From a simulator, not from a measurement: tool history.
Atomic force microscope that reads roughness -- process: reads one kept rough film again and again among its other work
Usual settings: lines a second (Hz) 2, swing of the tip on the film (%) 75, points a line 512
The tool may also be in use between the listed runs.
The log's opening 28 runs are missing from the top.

run   hour  lines a second (Hz)  swing of the tip on the film (%)  points a line  pictures with this tip  hours of work since the height scale was calibrated  roughness of the kept film (nm (root mean square))
 29  275.4                 1.35                                68            678                     158                                                  101                                               2.588
 30  288.7                 0.69                                88            509                     181                                                  111                                               2.515
     300.5  -- new tip fitted
 31  302.3                 0.76                                61            445                       3                                                  121                                               2.764
 32  308.2                 0.77                                68            864                      13                                                  126                                               2.739
 33  314.6                 1.48                                71            512                      24                                                  130                                                2.68
 34  324.9                 1.87                                55            355                      42                                                  138                                               2.716
 35  330.3                 1.87                                55            355                      51                                                  142                                               2.722
 36  340.8                 3.35                                65            845                      69                                                  150                                               2.571

Forecast each of these 4 alternatives for the next run:
  A  348.5                    2                                82            570                      82                                                  156                                                   ?
  B  348.5                 1.85                                65            672                      82                                                  156                                                   ?
  C  348.5                 1.04                                75            512                      82                                                  156                                                   ?
  D  348.5                 0.75                                68            312                      82                                                  156                                                   ?

run  roughness of the kept film (nm (root mean square))
  A                                               2.469
  B                                               2.614
  C                                               2.609
  D                                               2.681
Stripped of hidden state, with their random variation kept, the same runs would have yielded:
run  roughness of the kept film (nm (root mean square))
  A                                               2.559
  B                                                2.71
  C                                               2.705
  D                                               2.779

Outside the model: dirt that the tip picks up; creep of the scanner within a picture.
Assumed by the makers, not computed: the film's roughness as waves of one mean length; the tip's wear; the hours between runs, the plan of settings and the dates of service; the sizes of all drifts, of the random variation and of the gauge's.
